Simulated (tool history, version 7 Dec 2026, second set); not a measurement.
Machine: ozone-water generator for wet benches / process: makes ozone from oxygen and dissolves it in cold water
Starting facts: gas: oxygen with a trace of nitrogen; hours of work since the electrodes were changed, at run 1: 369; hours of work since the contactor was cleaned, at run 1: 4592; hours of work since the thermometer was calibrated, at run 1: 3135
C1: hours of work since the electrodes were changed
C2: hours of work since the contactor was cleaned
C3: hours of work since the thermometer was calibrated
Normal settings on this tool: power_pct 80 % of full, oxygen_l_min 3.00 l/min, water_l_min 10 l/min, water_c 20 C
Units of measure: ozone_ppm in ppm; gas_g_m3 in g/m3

run 1 hour=0.0 | power_pct=80 oxygen_l_min=3.00 water_l_min=10 water_c=20 | C1=369 C2=4592 C3=3135 | ozone_ppm=33.9 gas_g_m3=266.1
run 2 hour=16.3 | power_pct=43 oxygen_l_min=3.00 water_l_min=10 water_c=20 | C1=381 C2=4604 C3=3147 | ozone_ppm=19.5 gas_g_m3=156.6
run 3 hour=45.5 | power_pct=43 oxygen_l_min=3.00 water_l_min=10 water_c=20 | C1=402 C2=4625 C3=3168 | ozone_ppm=19.8 gas_g_m3=155.3
run 4 hour=60.3 | power_pct=71 oxygen_l_min=3.00 water_l_min=10 water_c=20 | C1=412 C2=4635 C3=3179 | ozone_ppm=30.6 gas_g_m3=241.8
run 5 hour=76.6 | power_pct=80 oxygen_l_min=3.00 water_l_min=10 water_c=20 | C1=424 C2=4647 C3=3190 | ozone_ppm=34.0 gas_g_m3=265.8
run 6 hour=100.0 | power_pct=80 oxygen_l_min=3.00 water_l_min=10 water_c=20 | C1=441 C2=4664 C3=3207 | ozone_ppm=33.5 gas_g_m3=265.6
run 7 hour=120.2 | power_pct=80 oxygen_l_min=3.00 water_l_min=10 water_c=20 | C1=455 C2=4678 C3=3222 | ozone_ppm=34.2 gas_g_m3=264.8
run 8 hour=139.5 | power_pct=80 oxygen_l_min=3.00 water_l_min=10 water_c=20 | C1=469 C2=4692 C3=3236 | ozone_ppm=33.9 gas_g_m3=264.8
run 9 hour=154.1 | power_pct=80 oxygen_l_min=3.00 water_l_min=10 water_c=20 | C1=480 C2=4703 C3=3246 | ozone_ppm=34.1 gas_g_m3=263.7
run 10 hour=181.9 | power_pct=80 oxygen_l_min=3.00 water_l_min=10 water_c=20 | C1=500 C2=4723 C3=3266 | ozone_ppm=33.6 gas_g_m3=265.5
run 11 hour=200.6 | power_pct=80 oxygen_l_min=3.12 water_l_min=10 water_c=20 | C1=513 C2=4736 C3=3280 | ozone_ppm=33.7 gas_g_m3=263.0
run 12 hour=222.4 | power_pct=65 oxygen_l_min=3.12 water_l_min=8 water_c=20 | C1=529 C2=4752 C3=3295 | ozone_ppm=32.8 gas_g_m3=216.6
-- hour=231.2 water thermometer calibrated
run 13 hour=249.0 | power_pct=65 oxygen_l_min=3.12 water_l_min=8 water_c=20 | C1=548 C2=4770 C3=13 | ozone_ppm=33.4 gas_g_m3=217.9
run 14 hour=263.0 | power_pct=80 oxygen_l_min=3.46 water_l_min=10 water_c=20 | C1=558 C2=4781 C3=23 | ozone_ppm=33.8 gas_g_m3=245.0
run 15 hour=289.4 | power_pct=80 oxygen_l_min=3.46 water_l_min=10 water_c=20 | C1=577 C2=4800 C3=42 | ozone_ppm=33.2 gas_g_m3=245.0
run 16 hour=314.7 | power_pct=62 oxygen_l_min=2.51 water_l_min=10 water_c=25 | C1=595 C2=4818 C3=60 | ozone_ppm=25.5 gas_g_m3=236.8
run 17 hour=338.9 | power_pct=62 oxygen_l_min=2.51 water_l_min=10 water_c=25 | C1=612 C2=4835 C3=77 | ozone_ppm=25.5 gas_g_m3=236.1
run 18 hour=363.8 | power_pct=76 oxygen_l_min=3.25 water_l_min=8 water_c=19 | C1=630 C2=4853 C3=95 | ozone_ppm=38.2 gas_g_m3=242.8

Consider 5 possible next runs. They are alternatives, not a sequence: every one starts from the tool as it was left by run 18. What does each give?
run A hour=392.7 | power_pct=76 oxygen_l_min=3.25 water_l_min=8 water_c=15 | C1=651 C2=4874 C3=116 | ozone_ppm=? gas_g_m3=?
run B hour=392.7 | power_pct=50 oxygen_l_min=3.50 water_l_min=8 water_c=19 | C1=651 C2=4874 C3=116 | ozone_ppm=? gas_g_m3=?
run C hour=392.7 | power_pct=78 oxygen_l_min=3.25 water_l_min=14 water_c=27 | C1=651 C2=4874 C3=116 | ozone_ppm=? gas_g_m3=?
run D hour=392.7 | power_pct=80 oxygen_l_min=3.00 water_l_min=10 water_c=18 | C1=651 C2=4874 C3=116 | ozone_ppm=? gas_g_m3=?
run E hour=392.7 | power_pct=95 oxygen_l_min=2.76 water_l_min=15 water_c=20 | C1=651 C2=4874 C3=116 | ozone_ppm=? gas_g_m3=?

run=A ozone_ppm=41.3 gas_g_m3=239.9
run=B ozone_ppm=26.4 gas_g_m3=161.5
run=C ozone_ppm=22.6 gas_g_m3=248.0
run=D ozone_ppm=34.9 gas_g_m3=266.5
run=E ozone_ppm=27.7 gas_g_m3=323.4
Without the tool's unlogged condition, the same runs would have read:
run=A ozone_ppm=41.3 gas_g_m3=239.9
run=B ozone_ppm=26.4 gas_g_m3=161.5
run=C ozone_ppm=22.6 gas_g_m3=248.1
run=D ozone_ppm=35.0 gas_g_m3=266.6
run=E ozone_ppm=27.7 gas_g_m3=323.6
